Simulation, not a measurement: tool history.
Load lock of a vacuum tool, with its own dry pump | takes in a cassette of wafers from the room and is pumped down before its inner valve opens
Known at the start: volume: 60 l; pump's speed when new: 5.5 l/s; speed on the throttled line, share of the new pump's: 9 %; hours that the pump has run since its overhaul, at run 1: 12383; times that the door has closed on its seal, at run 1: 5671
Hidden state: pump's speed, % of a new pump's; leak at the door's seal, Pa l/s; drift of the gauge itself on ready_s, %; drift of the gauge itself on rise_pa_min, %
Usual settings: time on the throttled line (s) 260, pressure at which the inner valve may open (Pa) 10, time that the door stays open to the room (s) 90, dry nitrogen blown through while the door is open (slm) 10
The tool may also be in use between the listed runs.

run	hour	time on the throttled line (s)	pressure at which the inner valve may open (Pa)	time that the door stays open to the room (s)	dry nitrogen blown through while the door is open (slm)	hours that the pump has run since its overhaul	times that the door has closed on its seal	incoming humidity of the room's air, %	time from the closed door until the inner valve may open (s)	rise of the pressure with all valves shut (Pa/min)
1	0.0	260	10	90	10	12383	5671	44.9	340.0	0.060
2	498.6	260	10	90	36	12881	6245	47.0	338.9	0.039
3	1039.5	260	10	90	36	13422	6868	46.4	338.9	0.038
# hour 1275.8: dry pump taken out, an overhauled one fitted
4	1390.1	260	10	90	10	114	7265	48.7	339.4	0.070
5	1712.3	260	10	90	10	436	7637	46.9	339.0	0.068
6	2326.4	260	10	90	10	1051	8344	42.7	339.8	0.064
7	2976.8	260	10	90	10	1701	9094	42.6	338.6	0.057
8	3578.4	260	10	90	10	2303	9787	45.8	339.2	0.065
9	4219.3	260	10	90	10	2943	10525	40.6	338.8	0.055
10	4614.2	260	10	90	10	3338	10980	44.5	339.7	0.068
11	5131.4	260	10	90	10	3856	11576	46.6	339.4	0.066
12	5816.8	260	19	81	10	4541	12366	44.9	332.2	0.063
13	6231.6	260	19	81	10	4956	12844	47.0	332.0	0.066
14	6705.6	134	17	90	10	5430	13390	46.8	218.3	0.064
15	7321.1	134	17	90	10	6045	14099	44.7	218.2	0.063
16	7609.8	134	17	90	10	6334	14432	46.4	218.5	0.068
17	8122.2	134	8	175	6	6846	15022	43.4	227.5	0.087

The next listed run, before its measurement:
18	8707.2	416	10	90	25	7431	15697	47.0	?	?

{"run 18": {"time from the closed door until the inner valve may open (s)": 482.1, "rise of the pressure with all valves shut (Pa/min)": 0.048}}
Without the tool's hidden state the same run would have given time from the closed door until the inner valve may open (s) 482.1, rise of the pressure with all valves shut (Pa/min) 0.047.

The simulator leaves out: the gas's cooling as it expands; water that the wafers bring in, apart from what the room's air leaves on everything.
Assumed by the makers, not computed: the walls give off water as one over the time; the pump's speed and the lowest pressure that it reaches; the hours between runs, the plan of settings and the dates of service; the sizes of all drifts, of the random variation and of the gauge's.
